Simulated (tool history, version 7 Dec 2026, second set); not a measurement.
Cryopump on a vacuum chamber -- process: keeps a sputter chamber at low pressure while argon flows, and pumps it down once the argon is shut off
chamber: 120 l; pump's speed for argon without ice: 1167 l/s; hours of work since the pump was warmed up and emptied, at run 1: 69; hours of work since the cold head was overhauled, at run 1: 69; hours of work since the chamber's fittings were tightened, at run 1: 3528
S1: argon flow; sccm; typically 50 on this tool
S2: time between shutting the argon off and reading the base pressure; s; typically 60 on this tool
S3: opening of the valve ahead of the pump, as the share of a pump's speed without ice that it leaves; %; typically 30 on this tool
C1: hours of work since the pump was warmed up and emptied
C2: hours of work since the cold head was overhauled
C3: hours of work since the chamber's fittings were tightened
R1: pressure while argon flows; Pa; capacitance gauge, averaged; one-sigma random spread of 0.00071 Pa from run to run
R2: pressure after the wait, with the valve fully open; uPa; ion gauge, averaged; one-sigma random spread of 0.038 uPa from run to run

{"run": 1, "hour": 0.0, "S1": 50, "S2": 60, "S3": 30, "C1": 69, "C2": 69, "C3": 3528, "R1": 0.2438, "R2": 4.77}
{"run": 2, "hour": 15.6, "S1": 50, "S2": 60, "S3": 17, "C1": 75, "C2": 75, "C3": 3534, "R1": 0.4283, "R2": 4.71}
{"run": 3, "hour": 28.8, "S1": 50, "S2": 60, "S3": 17, "C1": 81, "C2": 81, "C3": 3540, "R1": 0.4265, "R2": 4.84}
{"run": 4, "hour": 44.1, "S1": 50, "S2": 60, "S3": 17, "C1": 87, "C2": 87, "C3": 3546, "R1": 0.4305, "R2": 4.76}
{"run": 5, "hour": 58.7, "S1": 50, "S2": 60, "S3": 24, "C1": 93, "C2": 93, "C3": 3553, "R1": 0.3049, "R2": 4.85}
{"run": 6, "hour": 69.1, "S1": 50, "S2": 48, "S3": 30, "C1": 98, "C2": 98, "C3": 3557, "R1": 0.2443, "R2": 5.33}
{"run": 7, "hour": 84.3, "S1": 50, "S2": 48, "S3": 30, "C1": 104, "C2": 104, "C3": 3563, "R1": 0.2461, "R2": 5.05}
{"run": 8, "hour": 98.7, "S1": 50, "S2": 60, "S3": 30, "C1": 110, "C2": 110, "C3": 3569, "R1": 0.2453, "R2": 4.87}
{"run": 9, "hour": 108.3, "S1": 50, "S2": 60, "S3": 30, "C1": 114, "C2": 114, "C3": 3573, "R1": 0.2447, "R2": 4.8}
{"run": 10, "hour": 117.2, "S1": 50, "S2": 60, "S3": 30, "C1": 118, "C2": 118, "C3": 3577, "R1": 0.2458, "R2": 4.87}
{"run": 11, "hour": 125.2, "S1": 90, "S2": 60, "S3": 30, "C1": 121, "C2": 121, "C3": 3581, "R1": 0.4421, "R2": 4.85}
{"run": 12, "hour": 139.5, "S1": 90, "S2": 60, "S3": 30, "C1": 127, "C2": 127, "C3": 3587, "R1": 0.4413, "R2": 4.95}
{"run": 13, "hour": 152.5, "S1": 48, "S2": 60, "S3": 30, "C1": 133, "C2": 133, "C3": 3592, "R1": 0.2363, "R2": 4.87}
{"run": 14, "hour": 167.7, "S1": 48, "S2": 60, "S3": 30, "C1": 139, "C2": 139, "C3": 3599, "R1": 0.2345, "R2": 4.87}
{"run": 15, "hour": 180.1, "S1": 41, "S2": 60, "S3": 30, "C1": 145, "C2": 145, "C3": 3604, "R1": 0.201, "R2": 4.85}
{"run": 16, "hour": 192.7, "S1": 50, "S2": 60, "S3": 30, "C1": 150, "C2": 150, "C3": 3609, "R1": 0.2441, "R2": 4.88}
{"run": 17, "hour": 207.5, "S1": 50, "S2": 60, "S3": 30, "C1": 156, "C2": 156, "C3": 3615, "R1": 0.2447, "R2": 4.92}
{"run": 18, "hour": 218.7, "S1": 56, "S2": 60, "S3": 30, "C1": 161, "C2": 161, "C3": 3620, "R1": 0.2761, "R2": 4.91}
{"run": 19, "hour": 233.2, "S1": 56, "S2": 33, "S3": 32, "C1": 167, "C2": 167, "C3": 3626, "R1": 0.2599, "R2": 6.63}
{"run": 20, "hour": 241.6, "S1": 51, "S2": 60, "S3": 30, "C1": 171, "C2": 171, "C3": 3630, "R1": 0.2522, "R2": 5.04}
{"run": 21, "hour": 250.5, "S1": 39, "S2": 60, "S3": 26, "C1": 174, "C2": 174, "C3": 3633, "R1": 0.2209, "R2": 4.87}
{"run": 22, "hour": 262.9, "S1": 50, "S2": 39, "S3": 41, "C1": 180, "C2": 180, "C3": 3639, "R1": 0.1818, "R2": 5.97}
{"run": 23, "hour": 274.5, "S1": 32, "S2": 275, "S3": 15, "C1": 184, "C2": 184, "C3": 3644, "R1": 0.3124, "R2": 3.52}
{"run": 24, "hour": 281.8, "S1": 20, "S2": 147, "S3": 31, "C1": 187, "C2": 187, "C3": 3647, "R1": 0.0956, "R2": 3.85}
{"run": 25, "hour": 289.6, "S1": 59, "S2": 31, "S3": 20, "C1": 191, "C2": 191, "C3": 3650, "R1": 0.433, "R2": 6.8}
{"run": 26, "hour": 301.2, "S1": 59, "S2": 31, "S3": 20, "C1": 196, "C2": 196, "C3": 3655, "R1": 0.4343, "R2": 6.92}
{"run": 27, "hour": 309.3, "S1": 36, "S2": 120, "S3": 18, "C1": 199, "C2": 199, "C3": 3658, "R1": 0.2943, "R2": 4.0}
{"run": 28, "hour": 322.1, "S1": 26, "S2": 252, "S3": 17, "C1": 204, "C2": 204, "C3": 3664, "R1": 0.224, "R2": 3.49}
{"run": 29, "hour": 330.7, "S1": 66, "S2": 88, "S3": 27, "C1": 208, "C2": 208, "C3": 3667, "R1": 0.361, "R2": 4.33}
{"run": 30, "hour": 340.0, "S1": 23, "S2": 88, "S3": 44, "C1": 212, "C2": 212, "C3": 3671, "R1": 0.0783, "R2": 4.42}
{"run": 31, "hour": 349.6, "S1": 50, "S2": 189, "S3": 30, "C1": 216, "C2": 216, "C3": 3675, "R1": 0.2474, "R2": 3.74}
{"run": 32, "hour": 363.9, "S1": 50, "S2": 189, "S3": 30, "C1": 222, "C2": 222, "C3": 3681, "R1": 0.2487, "R2": 3.66}
{"run": 33, "hour": 375.2, "S1": 50, "S2": 30, "S3": 36, "C1": 227, "C2": 227, "C3": 3686, "R1": 0.2073, "R2": 6.77}
{"run": 34, "hour": 388.8, "S1": 50, "S2": 30, "S3": 36, "C1": 233, "C2": 233, "C3": 3692, "R1": 0.2074, "R2": 7.0}

Selected run-to-run steps in R1, each split into two signed amounts: the part the tool would show with no hidden state at all (from settings, incoming material and random variation), and the remainder, which goes to the hidden state together with any gauge scatter not common to the measured and the hidden-state-free results:
The tool's hidden condition here consists of: pump's speed, % of a pump's without ice; cold plate's temperature, K; leak into the chamber, uPa l/s; drift of the gauge itself on working_pa, %; drift of the gauge itself on base_upa, %.
Run 23 -> 24: S1 32 -> 20, S2 275 -> 147, S3 15 -> 31. R1 -0.2168 Pa: hidden state -0.0011, all else -0.2157.
Run 24 -> 25: S1 20 -> 59, S2 147 -> 31, S3 31 -> 20. R1 +0.3374 Pa: hidden state +0.0040, all else +0.3334.
Run 28 -> 29: S1 26 -> 66, S2 252 -> 88, S3 17 -> 27. R1 +0.1370 Pa: hidden state +0.0046, all else +0.1324.
Run 29 -> 30: S1 66 -> 23, S3 27 -> 44. R1 -0.2827 Pa: hidden state -0.0049, all else -0.2778.
